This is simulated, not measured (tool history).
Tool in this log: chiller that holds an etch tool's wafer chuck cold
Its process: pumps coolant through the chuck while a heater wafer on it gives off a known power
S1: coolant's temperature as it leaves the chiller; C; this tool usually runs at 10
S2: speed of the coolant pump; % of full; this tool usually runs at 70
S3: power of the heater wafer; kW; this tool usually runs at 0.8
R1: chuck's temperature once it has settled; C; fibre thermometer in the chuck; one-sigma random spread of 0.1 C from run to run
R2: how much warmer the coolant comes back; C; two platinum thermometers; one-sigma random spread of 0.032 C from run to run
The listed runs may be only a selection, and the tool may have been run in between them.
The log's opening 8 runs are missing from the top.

run,hour,S1,S2,S3,R1,R2
9,230.7,20,70,0.8,29.9,3.42
10,256.4,10,70,0.8,20,3.4
11,295.9,10,70,0.8,19.9,3.42
12,316.3,10,70,0.874,20.8,3.67
13,355.1,14,70,0.8,23.8,3.37
14,377,14,70,0.8,24,3.38
15,399.4,10,70,0.8,20,3.39
16,439.7,10,70,0.8,19.9,3.44
17,485,10,93,0.818,18.1,2.57
18,504.2,10,80,0.598,16.8,2.23
19,546.5,7,80,0.833,16.2,3.07
20,592.5,2,70,1.155,16.4,4.87
21,616.6,12,63,0.704,21.5,3.32
22,652.8,12,63,0.704,21.7,3.31
23,677.3,7,63,1.061,21.6,5.02
24,701.7,7,63,1.061,21.4,5.06
25,740.5,7,63,1.061,21.4,5
26,784.9,7,63,1.061,21.5,5.01
27,825.7,20,72,0.8,29.9,3.27
28,852.8,9,78,0.73,17.6,2.84
29,875.9,9,78,0.73,17.5,2.74
30,912.9,11,81,0.819,20.4,2.97
31,957.3,11,81,0.819,20.3,3.03

Each row is a separate what-if for the run after 31, all from the same tool condition, not one after another. Results?
A,996.6,18,74,0.819,?,?
B,996.6,2,68,1.138,?,?
C,996.6,16,74,0.542,?,?
D,996.6,9,70,0.8,?,?
E,996.6,10,84,0.935,?,?

run,R1,R2
A,28,3.31
B,16.8,4.94
C,22.6,2.18
D,19.4,3.4
E,20.2,3.27
Take away the tool's hidden state, keep each run's random variation, and the runs would have read:
run,R1,R2
A,26.5,3.21
B,14.7,4.8
C,21.5,2.12
D,17.8,3.31
E,18.7,3.18

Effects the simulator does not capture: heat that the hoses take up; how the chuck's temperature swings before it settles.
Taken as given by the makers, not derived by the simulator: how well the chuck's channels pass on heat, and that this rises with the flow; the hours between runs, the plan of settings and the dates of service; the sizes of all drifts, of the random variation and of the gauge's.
